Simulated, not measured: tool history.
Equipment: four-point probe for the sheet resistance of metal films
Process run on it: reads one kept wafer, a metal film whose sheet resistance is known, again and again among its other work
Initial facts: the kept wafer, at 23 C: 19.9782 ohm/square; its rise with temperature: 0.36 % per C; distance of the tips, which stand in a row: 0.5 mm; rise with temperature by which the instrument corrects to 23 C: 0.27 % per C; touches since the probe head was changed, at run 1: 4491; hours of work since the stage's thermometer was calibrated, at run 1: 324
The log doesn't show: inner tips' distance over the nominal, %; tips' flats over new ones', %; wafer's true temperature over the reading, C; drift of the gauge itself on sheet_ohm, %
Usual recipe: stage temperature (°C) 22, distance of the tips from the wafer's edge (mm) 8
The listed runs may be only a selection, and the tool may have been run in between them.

run,hour,stage temperature (°C),distance of the tips from the wafer's edge (mm),touches since the probe head was changed,hours of work since the stage's thermometer was calibrated,sheet resistance as the instrument gives it (ohm/square)
1,0,22,8,4491,324,20.002969
2,21.1,22,8,4770,336,20.002148
3,35.8,23,8,4966,344,20.025552
4,54.6,23,8,5215,355,20.021126
5,74.3,23,8,5476,366,20.028166
6,105.8,23,8,5893,384,20.015557
7,137.7,22,18,6316,402,19.97971
8,161.3,22,18,6630,415,19.974506
9,193.5,29,4,7057,434,20.247255
10,219.8,18,13,7406,449,19.903149
11,234.7,26,55,7604,457,20.036039
12,263.5,24,55,7986,473,20.006215
13,285.2,32,21,8272,486,20.138047
14,319.6,32,21,8730,505,20.137426
15,344.5,24,8,9059,519,20.038044
16,368.8,20,16,9381,533,19.94269

What if the next run were any one of these 4? Each begins from the tool's condition after run 16:
A,400.9,35,3,9808,551,?
B,400.9,20,8,9808,551,?
C,400.9,22,52,9808,551,?
D,400.9,22,13,9808,551,?

run,sheet resistance as the instrument gives it (ohm/square)
A,20.482238
B,19.973033
C,19.964529
D,19.980213
With the hidden condition removed and each run's random variation left untouched, the same runs would have given:
run,sheet resistance as the instrument gives it (ohm/square)
A,20.481784
B,19.972587
C,19.964083
D,19.979767
